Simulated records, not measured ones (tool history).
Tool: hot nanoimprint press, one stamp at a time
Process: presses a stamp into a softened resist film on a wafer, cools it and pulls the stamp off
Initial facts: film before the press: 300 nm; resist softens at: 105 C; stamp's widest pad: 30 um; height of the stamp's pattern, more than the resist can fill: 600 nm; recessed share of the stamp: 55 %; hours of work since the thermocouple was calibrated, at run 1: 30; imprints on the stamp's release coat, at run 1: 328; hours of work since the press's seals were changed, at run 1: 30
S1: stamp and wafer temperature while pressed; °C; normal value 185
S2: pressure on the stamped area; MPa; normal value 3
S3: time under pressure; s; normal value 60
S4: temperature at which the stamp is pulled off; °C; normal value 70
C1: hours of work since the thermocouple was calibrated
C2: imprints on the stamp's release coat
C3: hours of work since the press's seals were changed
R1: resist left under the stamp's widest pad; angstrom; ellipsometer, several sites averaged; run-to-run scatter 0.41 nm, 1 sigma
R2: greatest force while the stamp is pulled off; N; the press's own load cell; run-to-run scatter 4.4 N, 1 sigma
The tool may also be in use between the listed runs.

run	hour	S1	S2	S3	S4	C1	C2	C3	R1	R2
1	0	185	3	60	70	30	328	30	1270	211
2	78.2	185	3	60	63	82	543	82	1273	256
3	165.3	193	3	60	70	141	784	141	945	226
4	225.6	193	3	60	70	181	950	181	947	220
5	262.5	193	3	60	70	206	1052	206	950	215
6	334.5	193	3	60	70	255	1250	255	945	217
# hour 353.3: plate thermocouple calibrated
7	401.7	185	3	60	70	33	1427	298	1278	215
8	455	185	3	60	70	68	1574	334	1275	214
9	493.4	185	3	60	70	94	1680	360	1273	214
10	550.7	185	3	60	70	133	1838	398	1273	221
11	618.2	185	3	60	70	178	2025	444	1270	216
12	656.1	185	3	60	70	204	2129	469	1275	212
# hour 719.6: stamp cleaned and given a new release coat
13	723.8	185	3	60	70	245	11	511	1270	218
# hour 757.1: plate thermocouple calibrated
14	781.5	185	3	60	70	16	162	547	1276	217
15	828.4	185	3	60	70	48	291	579	1279	213
16	887.5	193	3	37	71	88	454	619	1178	211
17	946.7	173	2.92	60	70	128	618	659	1956	215
18	1034.7	173	3.25	84	70	187	861	718	1691	215
19	1103.5	184	3	54	70	233	1050	764	1386	215
# hour 1154.8: plate thermocouple calibrated
20	1192.5	184	3	54	70	25	1287	822	1390	223

Forecast run 21:
21	1237.9	185	1.97	60	61	56	1413	853	?	?

R1: 1523 angstrom
R2: 280 N
Without the tool's hidden state the same run would have given R1 1502 angstrom, R2 279 N.
